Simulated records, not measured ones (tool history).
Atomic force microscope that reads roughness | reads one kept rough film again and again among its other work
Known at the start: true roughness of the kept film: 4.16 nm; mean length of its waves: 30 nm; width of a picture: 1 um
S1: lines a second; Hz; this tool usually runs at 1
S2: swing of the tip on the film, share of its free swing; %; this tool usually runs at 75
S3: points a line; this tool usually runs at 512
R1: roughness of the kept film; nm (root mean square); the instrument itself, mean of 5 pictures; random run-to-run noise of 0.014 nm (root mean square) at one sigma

{"run": 1, "hour": 0.0, "S1": 1, "S2": 75, "S3": 512, "R1": 2.604}
{"hour": 13.2, "done": "new tip fitted"}
{"run": 2, "hour": 17.4, "S1": 1, "S2": 75, "S3": 512, "R1": 3.338}
{"run": 3, "hour": 33.0, "S1": 1, "S2": 75, "S3": 512, "R1": 3.182}
{"run": 4, "hour": 46.2, "S1": 1, "S2": 75, "S3": 319, "R1": 3.056}
{"run": 5, "hour": 54.0, "S1": 1, "S2": 75, "S3": 512, "R1": 3.041}
{"run": 6, "hour": 65.3, "S1": 1, "S2": 75, "S3": 512, "R1": 2.947}
{"run": 7, "hour": 72.8, "S1": 1, "S2": 75, "S3": 283, "R1": 2.88}
{"run": 8, "hour": 89.4, "S1": 1, "S2": 75, "S3": 512, "R1": 2.811}
{"run": 9, "hour": 103.4, "S1": 1, "S2": 75, "S3": 927, "R1": 2.744}
{"run": 10, "hour": 119.2, "S1": 1, "S2": 75, "S3": 927, "R1": 2.644}
{"run": 11, "hour": 127.1, "S1": 1, "S2": 88, "S3": 512, "R1": 2.414}
{"run": 12, "hour": 138.7, "S1": 1, "S2": 88, "S3": 512, "R1": 2.385}
{"hour": 147.7, "done": "new tip fitted"}
{"run": 13, "hour": 155.5, "S1": 1, "S2": 75, "S3": 1010, "R1": 3.283}
{"run": 14, "hour": 169.9, "S1": 1.42, "S2": 75, "S3": 512, "R1": 3.069}
{"run": 15, "hour": 180.3, "S1": 1.42, "S2": 75, "S3": 512, "R1": 2.972}
{"run": 16, "hour": 190.4, "S1": 1.42, "S2": 75, "S3": 512, "R1": 2.928}
{"run": 17, "hour": 203.3, "S1": 1.42, "S2": 75, "S3": 512, "R1": 2.828}
{"run": 18, "hour": 210.8, "S1": 1.42, "S2": 75, "S3": 512, "R1": 2.781}
{"run": 19, "hour": 228.1, "S1": 1, "S2": 80, "S3": 512, "R1": 2.68}
{"run": 20, "hour": 243.0, "S1": 1, "S2": 75, "S3": 512, "R1": 2.651}
{"run": 21, "hour": 254.4, "S1": 1, "S2": 75, "S3": 512, "R1": 2.602}
{"run": 22, "hour": 261.6, "S1": 1, "S2": 75, "S3": 512, "R1": 2.562}
{"run": 23, "hour": 274.3, "S1": 0.81, "S2": 57, "S3": 696, "R1": 2.648}
{"hour": 281.9, "done": "new tip fitted"}
{"run": 24, "hour": 284.3, "S1": 1.08, "S2": 73, "S3": 328, "R1": 3.353}
{"run": 25, "hour": 296.6, "S1": 1.08, "S2": 73, "S3": 328, "R1": 3.263}
{"run": 26, "hour": 305.9, "S1": 1.66, "S2": 63, "S3": 512, "R1": 3.228}
{"run": 27, "hour": 317.5, "S1": 1.66, "S2": 63, "S3": 512, "R1": 3.154}
{"run": 28, "hour": 327.7, "S1": 1.66, "S2": 63, "S3": 512, "R1": 3.04}
{"run": 29, "hour": 342.4, "S1": 0.55, "S2": 75, "S3": 484, "R1": 3.034}
{"run": 30, "hour": 356.4, "S1": 0.55, "S2": 75, "S3": 484, "R1": 2.92}
{"run": 31, "hour": 364.5, "S1": 0.82, "S2": 73, "S3": 484, "R1": 2.807}
{"run": 32, "hour": 379.7, "S1": 0.82, "S2": 73, "S3": 484, "R1": 2.72}
{"run": 33, "hour": 391.1, "S1": 1.11, "S2": 75, "S3": 1020, "R1": 2.598}
{"run": 34, "hour": 400.6, "S1": 1.11, "S2": 61, "S3": 1020, "R1": 2.69}
{"hour": 415.5, "done": "new tip fitted"}
{"run": 35, "hour": 416.1, "S1": 1.11, "S2": 61, "S3": 1020, "R1": 3.534}
{"run": 36, "hour": 425.9, "S1": 1.11, "S2": 61, "S3": 1020, "R1": 3.418}
{"run": 37, "hour": 439.7, "S1": 0.55, "S2": 75, "S3": 512, "R1": 3.3}
{"run": 38, "hour": 452.1, "S1": 0.69, "S2": 75, "S3": 512, "R1": 3.159}
{"run": 39, "hour": 468.3, "S1": 0.64, "S2": 83, "S3": 775, "R1": 2.975}

Predict each of these 5 candidate next runs independently; none follows another, all start after run 39:
{"run": "A", "hour": 477.9, "S1": 0.98, "S2": 63, "S3": 332, "R1": "?"}
{"run": "B", "hour": 477.9, "S1": 0.64, "S2": 75, "S3": 455, "R1": "?"}
{"run": "C", "hour": 477.9, "S1": 0.64, "S2": 83, "S3": 582, "R1": "?"}
{"run": "D", "hour": 477.9, "S1": 1, "S2": 75, "S3": 902, "R1": "?"}
{"run": "E", "hour": 477.9, "S1": 0.64, "S2": 66, "S3": 775, "R1": "?"}

run=A R1=3.001
run=B R1=2.975
run=C R1=2.893
run=D R1=2.898
run=E R1=3.059
Had the tool no hidden state, the same runs would have come out as:
run=A R1=3.506
run=B R1=3.477
run=C R1=3.382
run=D R1=3.387
run=E R1=3.574

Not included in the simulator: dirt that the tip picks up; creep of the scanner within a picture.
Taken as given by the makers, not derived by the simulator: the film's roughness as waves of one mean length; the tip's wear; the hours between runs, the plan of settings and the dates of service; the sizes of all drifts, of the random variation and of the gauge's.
